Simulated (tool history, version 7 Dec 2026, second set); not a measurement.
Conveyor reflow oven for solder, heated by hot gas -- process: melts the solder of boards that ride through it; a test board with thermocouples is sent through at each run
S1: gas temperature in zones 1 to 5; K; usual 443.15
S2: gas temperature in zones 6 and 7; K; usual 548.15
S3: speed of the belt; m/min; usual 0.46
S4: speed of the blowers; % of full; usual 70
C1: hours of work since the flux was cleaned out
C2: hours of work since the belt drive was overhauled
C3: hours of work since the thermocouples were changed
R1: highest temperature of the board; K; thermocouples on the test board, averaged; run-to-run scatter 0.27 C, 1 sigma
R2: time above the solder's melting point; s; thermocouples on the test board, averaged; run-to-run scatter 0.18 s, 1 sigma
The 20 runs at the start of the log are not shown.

Run 21, hour 265.8: usual settings but S1 445.15 K, S2 540.15 K, S3 0.481 m/min, S4 53 % of full; C1 407; C2 141; C3 219. Result: R1 519.15 K, R2 57.4 s.
Run 22, hour 279.4: usual settings but S1 445.15 K, S2 540.15 K, S3 0.481 m/min, S4 53 % of full; C1 414; C2 148; C3 226. Result: R1 518.95 K, R2 57.2 s.
Run 23, hour 287: usual settings but S1 445.15 K, S2 540.15 K, S3 0.481 m/min, S4 53 % of full; C1 417; C2 151; C3 229. Result: R1 519.35 K, R2 57 s.
Run 24, hour 295.8: usual settings but S1 445.15 K, S2 540.15 K, S3 0.481 m/min, S4 53 % of full; C1 422; C2 155; C3 233. Result: R1 519.05 K, R2 57 s.
Run 25, hour 309.8: usual settings but S1 445.15 K, S2 540.15 K, S3 0.481 m/min, S4 53 % of full; C1 428; C2 162; C3 240. Result: R1 519.05 K, R2 57 s.
Run 26, hour 322.1: usual settings but S1 445.15 K, S2 540.15 K, S3 0.481 m/min, S4 53 % of full; C1 434; C2 168; C3 246. Result: R1 519.15 K, R2 57.1 s.
Run 27, hour 336: usual settings but S1 454.15 K, S2 540.15 K, S3 0.481 m/min, S4 81 % of full; C1 440; C2 174; C3 252. Result: R1 527.45 K, R2 70.3 s.
Run 28, hour 346.5: usual settings but S1 454.15 K, S2 540.15 K, S3 0.481 m/min, S4 81 % of full; C1 445; C2 179; C3 257. Result: R1 527.55 K, R2 70.3 s.
Run 29, hour 363.7: usual settings but S1 454.15 K, S2 540.15 K, S3 0.481 m/min, S4 81 % of full; C1 454; C2 187; C3 265. Result: R1 527.75 K, R2 70.4 s.
At hour 376.8: flux residue cleaned out of gas plates and filters.
Run 30, hour 383.8: usual settings but S1 454.15 K, S2 540.15 K, S3 0.481 m/min, S4 81 % of full; C1 3; C2 194; C3 272. Result: R1 530.95 K, R2 73.2 s.

4 ways to go on from here, each from the tool as it stands after run 30. What would each give?
Run A, hour 401.9: usual settings but S1 454.15 K, S2 543.15 K, S3 0.481 m/min, S4 84 % of full; C1 12; C2 203; C3 281. Result: R1 ?, R2 ?.
Run B, hour 401.9: usual settings but S1 456.15 K, S2 537.15 K, S3 0.519 m/min; C1 12; C2 203; C3 281. Result: R1 ?, R2 ?.
Run C, hour 401.9: usual settings but S1 448.15 K, S2 551.15 K, S4 54 % of full; C1 12; C2 203; C3 281. Result: R1 ?, R2 ?.
Run D, hour 401.9: usual settings but S1 457.15 K, S2 540.15 K, S3 0.429 m/min, S4 57 % of full; C1 12; C2 203; C3 281. Result: R1 ?, R2 ?.

run      R1    R2
  A  533.95  75.6
  B  523.55  63.4
  C  534.55  75.6
  D  528.45  81.8
Without the tool's unlogged condition, the same runs would have read:
run      R1    R2
  A  534.25  75.7
  B  523.75  63.6
  C  534.85  75.7
  D  528.75    82

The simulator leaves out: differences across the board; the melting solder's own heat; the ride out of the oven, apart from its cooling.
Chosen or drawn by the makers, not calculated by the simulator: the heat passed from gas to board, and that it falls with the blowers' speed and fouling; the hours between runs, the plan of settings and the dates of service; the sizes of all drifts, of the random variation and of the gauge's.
